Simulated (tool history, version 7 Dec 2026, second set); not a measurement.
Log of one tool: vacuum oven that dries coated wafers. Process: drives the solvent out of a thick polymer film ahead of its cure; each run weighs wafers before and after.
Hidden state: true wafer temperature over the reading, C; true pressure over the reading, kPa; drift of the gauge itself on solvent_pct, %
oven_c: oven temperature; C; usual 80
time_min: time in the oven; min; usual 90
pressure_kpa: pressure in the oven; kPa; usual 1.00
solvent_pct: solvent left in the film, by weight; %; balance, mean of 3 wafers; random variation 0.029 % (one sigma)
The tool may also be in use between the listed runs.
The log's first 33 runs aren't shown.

run	hour	oven_c	time_min	pressure_kpa	hours of work since the thermocouples were calibrated	hours of work since the vacuum gauge was cleaned of residue	solvent_pct
34	1724.4	71	102	0.58	642	711	3.89
35	1755.3	90	66	2.17	666	735	0.67
36	1812.4	94	81	1.37	712	781	0.23
37	1864.0	74	81	0.59	752	822	3.75
38	1923.8	80	90	0.78	800	869	1.41
39	1989.6	80	89	1.50	852	921	1.63
40	2053.2	69	97	1.30	902	971	5.25
41	2109.9	69	97	1.30	947	1016	5.21
42	2155.8	71	90	0.77	983	1053	4.58
43	2186.1	71	90	0.77	1007	1077	4.56
44	2253.7	80	100	0.66	1061	1130	1.03
# hour 2290.6: oven's thermocouples calibrated
45	2309.7	80	100	0.66	15	1173	1.06
46	2341.2	80	100	0.66	40	1198	1.07
47	2403.5	80	68	1.00	89	1247	2.43

Forecast each of these 4 alternatives for the next run:
A	2450.7	94	47	1.00	127	1285	?
B	2450.7	80	68	1.96	127	1285	?
C	2450.7	93	66	1.00	127	1285	?
D	2450.7	73	68	0.71	127	1285	?

run	solvent_pct
A	0.46
B	2.71
C	0.34
D	5.28
Without the tool's hidden state the same runs would have given:
run	solvent_pct
A	0.45
B	2.70
C	0.34
D	5.27
